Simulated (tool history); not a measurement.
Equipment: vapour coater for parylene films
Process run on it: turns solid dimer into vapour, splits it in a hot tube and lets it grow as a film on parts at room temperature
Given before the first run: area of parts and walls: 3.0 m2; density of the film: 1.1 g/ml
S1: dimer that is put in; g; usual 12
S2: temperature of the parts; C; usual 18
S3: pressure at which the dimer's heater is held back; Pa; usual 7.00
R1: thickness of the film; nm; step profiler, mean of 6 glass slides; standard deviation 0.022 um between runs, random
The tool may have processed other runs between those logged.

run	day	S1	S2	S3	R1
1	0.000	12	18	7.00	1990
2	0.717	12	18	7.00	2010
3	1.492	12	18	7.00	1940
4	2.279	12	18	7.00	2000
5	2.862	12	18	7.00	1950
6	3.650	12	18	6.68	1990
7	4.408	12	18	6.68	1950
8	4.912	12	18	6.68	1990
9	5.883	12	18	6.68	1950
10	6.625	12	18	6.68	1990
11	7.529	12	18	2.09	2380
12	8.204	12	18	2.09	2410
13	8.738	12	18	2.09	2350
14	9.496	12	18	2.09	2350
15	10.225	12	18	5.37	2040
16	10.821	12	18	8.59	1870
17	11.288	12	18	7.00	1940
18	11.979	12	18	7.00	1950
19	12.488	12	18	7.00	1910
20	13.175	12	18	7.00	1910
21	13.762	12	18	7.00	1930
22	14.288	12	18	7.00	1900
23	15.067	12	18	7.00	1930
24	15.867	21	28	4.09	2450
25	16.738	12	11	2.24	3030
26	17.471	12	11	2.24	3020
27	18.046	19	21	3.43	3000
28	18.792	12	13	4.29	2510
29	19.542	8	12	7.00	1610
30	20.321	12	14	6.34	2290
31	20.875	12	16	5.61	2140
32	21.767	12	16	5.61	2130

Expected results for the next run?
33	22.200	12	16	5.61	?

For run 33 the tool returned R1 2080 nm.
The same run, on a tool lacking any hidden state, would have yielded R1 2280 nm.
